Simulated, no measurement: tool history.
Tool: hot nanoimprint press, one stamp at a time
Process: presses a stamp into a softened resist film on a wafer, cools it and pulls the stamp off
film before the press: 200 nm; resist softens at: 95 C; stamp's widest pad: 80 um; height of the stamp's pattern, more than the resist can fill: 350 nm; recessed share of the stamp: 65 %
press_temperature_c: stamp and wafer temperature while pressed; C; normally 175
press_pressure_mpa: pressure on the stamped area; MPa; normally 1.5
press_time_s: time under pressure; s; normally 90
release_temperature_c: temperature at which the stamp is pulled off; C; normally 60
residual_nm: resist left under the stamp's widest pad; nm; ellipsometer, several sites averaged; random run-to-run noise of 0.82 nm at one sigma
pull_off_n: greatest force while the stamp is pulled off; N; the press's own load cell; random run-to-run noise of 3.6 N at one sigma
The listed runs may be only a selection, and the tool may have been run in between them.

{"run": 1, "hour": 0.0, "press_temperature_c": 175, "press_pressure_mpa": 1.5, "press_time_s": 90, "release_temperature_c": 60, "residual_nm": 110, "pull_off_n": 183}
{"run": 2, "hour": 37.6, "press_temperature_c": 175, "press_pressure_mpa": 1.5, "press_time_s": 90, "release_temperature_c": 60, "residual_nm": 112.5, "pull_off_n": 186}
{"run": 3, "hour": 81.3, "press_temperature_c": 175, "press_pressure_mpa": 1.5, "press_time_s": 90, "release_temperature_c": 60, "residual_nm": 112.4, "pull_off_n": 191}
{"run": 4, "hour": 134.8, "press_temperature_c": 175, "press_pressure_mpa": 1.5, "press_time_s": 90, "release_temperature_c": 66, "residual_nm": 113.8, "pull_off_n": 190}
{"run": 5, "hour": 190.6, "press_temperature_c": 175, "press_pressure_mpa": 1.5, "press_time_s": 90, "release_temperature_c": 66, "residual_nm": 113.1, "pull_off_n": 199}
{"hour": 212.8, "done": "plate thermocouple calibrated"}
{"run": 6, "hour": 239.7, "press_temperature_c": 175, "press_pressure_mpa": 1.5, "press_time_s": 90, "release_temperature_c": 66, "residual_nm": 115, "pull_off_n": 202}
{"hour": 285.3, "done": "stamp cleaned and given a new release coat"}
{"run": 7, "hour": 287.0, "press_temperature_c": 175, "press_pressure_mpa": 1.5, "press_time_s": 90, "release_temperature_c": 60, "residual_nm": 116, "pull_off_n": 184}
{"run": 8, "hour": 313.7, "press_temperature_c": 167, "press_pressure_mpa": 1.02, "press_time_s": 47, "release_temperature_c": 46, "residual_nm": 177.1, "pull_off_n": 213}
{"run": 9, "hour": 375.8, "press_temperature_c": 173, "press_pressure_mpa": 1.5, "press_time_s": 90, "release_temperature_c": 60, "residual_nm": 125.3, "pull_off_n": 203}
{"run": 10, "hour": 420.4, "press_temperature_c": 173, "press_pressure_mpa": 1.5, "press_time_s": 90, "release_temperature_c": 67, "residual_nm": 124.2, "pull_off_n": 184}
{"run": 11, "hour": 456.7, "press_temperature_c": 175, "press_pressure_mpa": 1.67, "press_time_s": 47, "release_temperature_c": 60, "residual_nm": 137.2, "pull_off_n": 204}
{"run": 12, "hour": 505.9, "press_temperature_c": 175, "press_pressure_mpa": 1.67, "press_time_s": 47, "release_temperature_c": 60, "residual_nm": 136.2, "pull_off_n": 218}
{"hour": 521.6, "done": "plate thermocouple calibrated, once more"}
{"run": 13, "hour": 560.5, "press_temperature_c": 186, "press_pressure_mpa": 1.74, "press_time_s": 123, "release_temperature_c": 57, "residual_nm": 56.6, "pull_off_n": 222}

3 options for the next run, each taken on its own from the tool as it stands now. Forecast them:
{"hour": 597.5, "done": "stamp cleaned and given a new release coat"}
{"run": "A", "hour": 602.3, "press_temperature_c": 181, "press_pressure_mpa": 1.36, "press_time_s": 83, "release_temperature_c": 57, "residual_nm": "?", "pull_off_n": "?"}
{"hour": 597.5, "done": "stamp cleaned and given a new release coat"}
{"run": "B", "hour": 602.3, "press_temperature_c": 180, "press_pressure_mpa": 0.92, "press_time_s": 123, "release_temperature_c": 48, "residual_nm": "?", "pull_off_n": "?"}
{"hour": 597.5, "done": "stamp cleaned and given a new release coat"}
{"run": "C", "hour": 602.3, "press_temperature_c": 186, "press_pressure_mpa": 1.74, "press_time_s": 123, "release_temperature_c": 67, "residual_nm": "?", "pull_off_n": "?"}

run=A residual_nm=92.3 pull_off_n=184
run=B residual_nm=96.4 pull_off_n=203
run=C residual_nm=57.1 pull_off_n=170
What these runs would have given with no unlogged condition in the tool:
run=A residual_nm=91.4 pull_off_n=183
run=B residual_nm=95.7 pull_off_n=202
run=C residual_nm=56.2 pull_off_n=169

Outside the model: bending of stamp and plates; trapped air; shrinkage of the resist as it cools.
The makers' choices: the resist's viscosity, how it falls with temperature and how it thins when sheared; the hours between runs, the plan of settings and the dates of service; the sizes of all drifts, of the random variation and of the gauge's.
